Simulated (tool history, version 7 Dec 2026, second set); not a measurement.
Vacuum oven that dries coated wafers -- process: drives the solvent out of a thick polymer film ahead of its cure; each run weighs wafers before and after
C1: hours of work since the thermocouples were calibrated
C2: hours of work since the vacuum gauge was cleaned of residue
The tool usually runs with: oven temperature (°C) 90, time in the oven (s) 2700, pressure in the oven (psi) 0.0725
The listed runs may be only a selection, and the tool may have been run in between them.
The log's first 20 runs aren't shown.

Run 21, day 69.058: usual settings but pressure in the oven (psi) 0.0695; C1 1097; C2 466. Result: solvent left in the film (%) 3.52.
Run 22, day 71.308: usual settings; C1 1132; C2 502. Result: solvent left in the film (%) 3.53.
Run 23, day 75.571: usual settings but time in the oven (s) 1740, pressure in the oven (psi) 0.1946; C1 1200; C2 569. Result: solvent left in the film (%) 6.31.
Run 24, day 78.9: usual settings but oven temperature (°C) 91, time in the oven (s) 1740, pressure in the oven (psi) 0.1236; C1 1253; C2 622. Result: solvent left in the film (%) 5.93.
Run 25, day 81.55: usual settings but oven temperature (°C) 91, time in the oven (s) 1740, pressure in the oven (psi) 0.1236; C1 1295; C2 664. Result: solvent left in the film (%) 5.81.
Run 26, day 84.904: usual settings but oven temperature (°C) 84, time in the oven (s) 4020, pressure in the oven (psi) 0.0991; C1 1349; C2 718. Result: solvent left in the film (%) 3.15.
Run 27, day 87.892: usual settings but oven temperature (°C) 84, pressure in the oven (psi) 0.1326; C1 1396; C2 765. Result: solvent left in the film (%) 5.18.
Run 28, day 91.838: usual settings but oven temperature (°C) 102, time in the oven (s) 1620, pressure in the oven (psi) 0.0793; C1 1459; C2 828. Result: solvent left in the film (%) 3.7.
At day 93.471: oven's thermocouples calibrated.
Run 29, day 95.096: usual settings but oven temperature (°C) 102, time in the oven (s) 1620, pressure in the oven (psi) 0.0793; C1 26; C2 878. Result: solvent left in the film (%) 3.8.
Run 30, day 99.442: usual settings but oven temperature (°C) 102, time in the oven (s) 1620, pressure in the oven (psi) 0.0793; C1 95; C2 948. Result: solvent left in the film (%) 3.72.
Run 31, day 102.433: usual settings but oven temperature (°C) 100, pressure in the oven (psi) 0.0442; C1 142; C2 995. Result: solvent left in the film (%) 1.76.
Run 32, day 106.204: usual settings but oven temperature (°C) 102, pressure in the oven (psi) 0.0442; C1 202; C2 1055. Result: solvent left in the film (%) 1.41.
Run 33, day 108.942: usual settings but oven temperature (°C) 78, time in the oven (s) 4800, pressure in the oven (psi) 0.1317; C1 246; C2 1099. Result: solvent left in the film (%) 3.92.
Run 34, day 112.425: usual settings but oven temperature (°C) 78, time in the oven (s) 4800, pressure in the oven (psi) 0.1317; C1 301; C2 1154. Result: solvent left in the film (%) 3.99.
Run 35, day 117.183: usual settings but oven temperature (°C) 81, time in the oven (s) 3780, pressure in the oven (psi) 0.039; C1 377; C2 1230. Result: solvent left in the film (%) 3.68.
Run 36, day 119.95: usual settings but oven temperature (°C) 81, time in the oven (s) 3780, pressure in the oven (psi) 0.039; C1 421; C2 1274. Result: solvent left in the film (%) 3.71.
Run 37, day 124.704: usual settings but oven temperature (°C) 81, time in the oven (s) 3780, pressure in the oven (psi) 0.039; C1 496; C2 1349. Result: solvent left in the film (%) 3.63.
Run 38, day 128.808: usual settings but oven temperature (°C) 82, time in the oven (s) 3720, pressure in the oven (psi) 0.0682; C1 562; C2 1414. Result: solvent left in the film (%) 3.78.
Run 39, day 131.329: usual settings but oven temperature (°C) 82, time in the oven (s) 3720, pressure in the oven (psi) 0.0682; C1 602; C2 1454. Result: solvent left in the film (%) 3.63.
Run 40, day 135.1: usual settings but oven temperature (°C) 92, time in the oven (s) 1920; C1 662; C2 1514. Result: solvent left in the film (%) 4.91.
Run 41, day 138.492: usual settings but oven temperature (°C) 92, time in the oven (s) 4080, pressure in the oven (psi) 0.0534; C1 716; C2 1568. Result: solvent left in the film (%) 1.54.
Run 42, day 142.196: usual settings but oven temperature (°C) 92, time in the oven (s) 1620, pressure in the oven (psi) 0.0799; C1 775; C2 1627. Result: solvent left in the film (%) 5.83.
Run 43, day 145.075: usual settings but oven temperature (°C) 92, time in the oven (s) 1620, pressure in the oven (psi) 0.0799; C1 820; C2 1673. Result: solvent left in the film (%) 5.85.
Run 44, day 149.504: usual settings but oven temperature (°C) 102, time in the oven (s) 4860, pressure in the oven (psi) 0.211; C1 891; C2 1743. Result: solvent left in the film (%) 1.03.

What if the next run were any one of these 5? Each begins from the tool's condition after run 44:
Run A, day 153.008: usual settings but oven temperature (°C) 91, time in the oven (s) 1320, pressure in the oven (psi) 0.0518; C1 946; C2 1799. Result: solvent left in the film (%) ?.
Run B, day 153.008: usual settings but oven temperature (°C) 77, time in the oven (s) 1740; C1 946; C2 1799. Result: solvent left in the film (%) ?.
Run C, day 153.008: usual settings but oven temperature (°C) 87, time in the oven (s) 4860, pressure in the oven (psi) 0.2788; C1 946; C2 1799. Result: solvent left in the film (%) ?.
Run D, day 153.008: usual settings but oven temperature (°C) 78, time in the oven (s) 4860, pressure in the oven (psi) 0.211; C1 946; C2 1799. Result: solvent left in the film (%) ?.
Run E, day 153.008: usual settings but oven temperature (°C) 84, time in the oven (s) 4200, pressure in the oven (psi) 0.211; C1 946; C2 1799. Result: solvent left in the film (%) ?.

run  solvent left in the film (%)
  A                          6.92
  B                           8.8
  C                          3.17
  D                          4.54
  E                          3.84
What these runs would have given with no unlogged condition in the tool:
run  solvent left in the film (%)
  A                          6.92
  B                          8.79
  C                          3.15
  D                          4.52
  E                          3.82
